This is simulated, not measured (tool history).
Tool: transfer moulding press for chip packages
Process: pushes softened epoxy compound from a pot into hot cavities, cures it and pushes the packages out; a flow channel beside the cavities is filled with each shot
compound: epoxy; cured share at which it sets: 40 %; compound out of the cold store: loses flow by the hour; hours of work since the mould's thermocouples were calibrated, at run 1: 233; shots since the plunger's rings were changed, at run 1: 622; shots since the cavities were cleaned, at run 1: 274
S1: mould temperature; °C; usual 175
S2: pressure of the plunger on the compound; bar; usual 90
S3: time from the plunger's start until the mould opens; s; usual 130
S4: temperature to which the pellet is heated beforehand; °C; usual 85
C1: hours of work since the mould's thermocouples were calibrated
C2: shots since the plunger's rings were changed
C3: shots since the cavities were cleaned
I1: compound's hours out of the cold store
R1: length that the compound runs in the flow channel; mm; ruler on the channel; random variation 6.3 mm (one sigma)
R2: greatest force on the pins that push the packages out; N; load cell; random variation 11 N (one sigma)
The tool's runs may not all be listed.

run   hour   S1  S2   S3  S4   C1    C2    C3    I1   R1    R2
  1    0.0  175  90  130  85  233   622   274  24.6  832   607
  2   16.8  175  90  130  92  242   756   408  34.0  794   630
  3   31.6  175  90  130  87  249   873   525  23.1  839   692
  4   41.3  175  90  130  85  254   951   603  39.2  774   695
  5   49.5  175  90  130  85  258  1016   668  37.6  782   711
  6   63.3  175  90  130  85  266  1126   778  35.3  786   741
  7   77.8  175  90  130  85  273  1242   894  19.7  847   783
  8   89.8  175  90  112  85  279  1338   990  42.2  750  1006
  9  106.3  172  90  130  85  288  1470  1122  12.6  902  1021
     115.6  -- cavities cleaned with cleaning compound and waxed
 10  124.4  172  90  130  85  296  1602    70  42.7  768   639
 11  133.1  180  90  130  85  301  1671   139  37.0  748   481
 12  147.3  175  90  130  85  308  1785   253  21.1  821   614
 13  161.7  175  90  130  85  315  1899   367  46.6  717   639
 14  169.8  175  90  130  90  319  1964   432  12.8  854   701

Forecast run 15:
 15  177.2  175  90  130  90  323  2023  491  21.9   ?   ?

{"run 15": {"R1": 827, "R2": 704}}
Without the tool's hidden state the same run would have given R1 861 mm, R2 500 N.

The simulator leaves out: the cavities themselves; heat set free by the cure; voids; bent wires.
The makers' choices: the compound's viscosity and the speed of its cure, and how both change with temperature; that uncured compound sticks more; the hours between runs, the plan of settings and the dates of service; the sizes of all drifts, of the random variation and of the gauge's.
